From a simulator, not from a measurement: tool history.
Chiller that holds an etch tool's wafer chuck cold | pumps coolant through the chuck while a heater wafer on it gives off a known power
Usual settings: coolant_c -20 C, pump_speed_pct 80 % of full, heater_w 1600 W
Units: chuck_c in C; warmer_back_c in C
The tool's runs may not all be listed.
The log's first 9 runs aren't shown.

{"run": 10, "day": 33.629, "coolant_c": -20, "pump_speed_pct": 60, "heater_w": 1600, "chuck_c": -4.92, "warmer_back_c": 8.75}
{"run": 11, "day": 36.654, "coolant_c": -20, "pump_speed_pct": 60, "heater_w": 1600, "chuck_c": -4.81, "warmer_back_c": 8.67}
{"run": 12, "day": 41.446, "coolant_c": -20, "pump_speed_pct": 60, "heater_w": 1600, "chuck_c": -5.18, "warmer_back_c": 8.68}
{"day": 41.808, "done": "chiller's thermometer calibrated"}
{"run": 13, "day": 46.271, "coolant_c": -20, "pump_speed_pct": 60, "heater_w": 1600, "chuck_c": -4.93, "warmer_back_c": 8.72}
{"run": 14, "day": 49.579, "coolant_c": -20, "pump_speed_pct": 80, "heater_w": 1600, "chuck_c": -7.7, "warmer_back_c": 6.65}
{"run": 15, "day": 53.533, "coolant_c": -20, "pump_speed_pct": 80, "heater_w": 1600, "chuck_c": -7.78, "warmer_back_c": 6.61}
{"run": 16, "day": 55.992, "coolant_c": -24, "pump_speed_pct": 80, "heater_w": 1600, "chuck_c": -11.7, "warmer_back_c": 6.64}
{"day": 59.883, "done": "chiller's thermometer calibrated, once more"}
{"run": 17, "day": 60.917, "coolant_c": -10, "pump_speed_pct": 97, "heater_w": 1438, "chuck_c": -0.09, "warmer_back_c": 4.96}
{"run": 18, "day": 64.504, "coolant_c": -28, "pump_speed_pct": 80, "heater_w": 1600, "chuck_c": -15.45, "warmer_back_c": 6.65}
{"run": 19, "day": 67.021, "coolant_c": -17, "pump_speed_pct": 97, "heater_w": 884, "chuck_c": -10.8, "warmer_back_c": 3.1}
{"run": 20, "day": 72.096, "coolant_c": -23, "pump_speed_pct": 80, "heater_w": 1684, "chuck_c": -9.68, "warmer_back_c": 7.03}
{"run": 21, "day": 77.592, "coolant_c": -23, "pump_speed_pct": 80, "heater_w": 1684, "chuck_c": -9.65, "warmer_back_c": 7.05}
{"run": 22, "day": 82.846, "coolant_c": -14, "pump_speed_pct": 70, "heater_w": 1421, "chuck_c": -1.71, "warmer_back_c": 6.74}
{"run": 23, "day": 85.412, "coolant_c": -27, "pump_speed_pct": 78, "heater_w": 2325, "chuck_c": -8.3, "warmer_back_c": 9.92}
{"run": 24, "day": 87.838, "coolant_c": -27, "pump_speed_pct": 78, "heater_w": 2325, "chuck_c": -8.29, "warmer_back_c": 9.98}
{"run": 25, "day": 92.317, "coolant_c": -27, "pump_speed_pct": 78, "heater_w": 2325, "chuck_c": -8.23, "warmer_back_c": 10.02}
{"run": 26, "day": 97.554, "coolant_c": -27, "pump_speed_pct": 78, "heater_w": 2325, "chuck_c": -8.26, "warmer_back_c": 10.0}
{"run": 27, "day": 102.558, "coolant_c": -20, "pump_speed_pct": 70, "heater_w": 808, "chuck_c": -13.14, "warmer_back_c": 3.88}
{"run": 28, "day": 106.929, "coolant_c": -20, "pump_speed_pct": 70, "heater_w": 808, "chuck_c": -12.87, "warmer_back_c": 3.86}
{"run": 29, "day": 111.475, "coolant_c": -20, "pump_speed_pct": 71, "heater_w": 1559, "chuck_c": -6.4, "warmer_back_c": 7.34}
{"run": 30, "day": 115.1, "coolant_c": -23, "pump_speed_pct": 80, "heater_w": 2198, "chuck_c": -5.43, "warmer_back_c": 9.28}
{"run": 31, "day": 119.821, "coolant_c": -23, "pump_speed_pct": 80, "heater_w": 1355, "chuck_c": -12.27, "warmer_back_c": 5.75}

Forecast each of these 4 alternatives for the next run:
{"run": "A", "day": 122.783, "coolant_c": -11, "pump_speed_pct": 93, "heater_w": 1430, "chuck_c": "?", "warmer_back_c": "?"}
{"run": "B", "day": 122.783, "coolant_c": -22, "pump_speed_pct": 77, "heater_w": 2047, "chuck_c": "?", "warmer_back_c": "?"}
{"run": "C", "day": 122.783, "coolant_c": -13, "pump_speed_pct": 93, "heater_w": 1355, "chuck_c": "?", "warmer_back_c": "?"}
{"run": "D", "day": 122.783, "coolant_c": -23, "pump_speed_pct": 61, "heater_w": 1355, "chuck_c": "?", "warmer_back_c": "?"}

run=A chuck_c=-0.61 warmer_back_c=5.28
run=B chuck_c=-5.22 warmer_back_c=9.00
run=C chuck_c=-3.06 warmer_back_c=4.95
run=D chuck_c=-10.00 warmer_back_c=7.46
Without the tool's hidden state the same runs would have given:
run=A chuck_c=-1.28 warmer_back_c=5.07
run=B chuck_c=-6.33 warmer_back_c=8.65
run=C chuck_c=-3.68 warmer_back_c=4.76
run=D chuck_c=-10.82 warmer_back_c=7.17
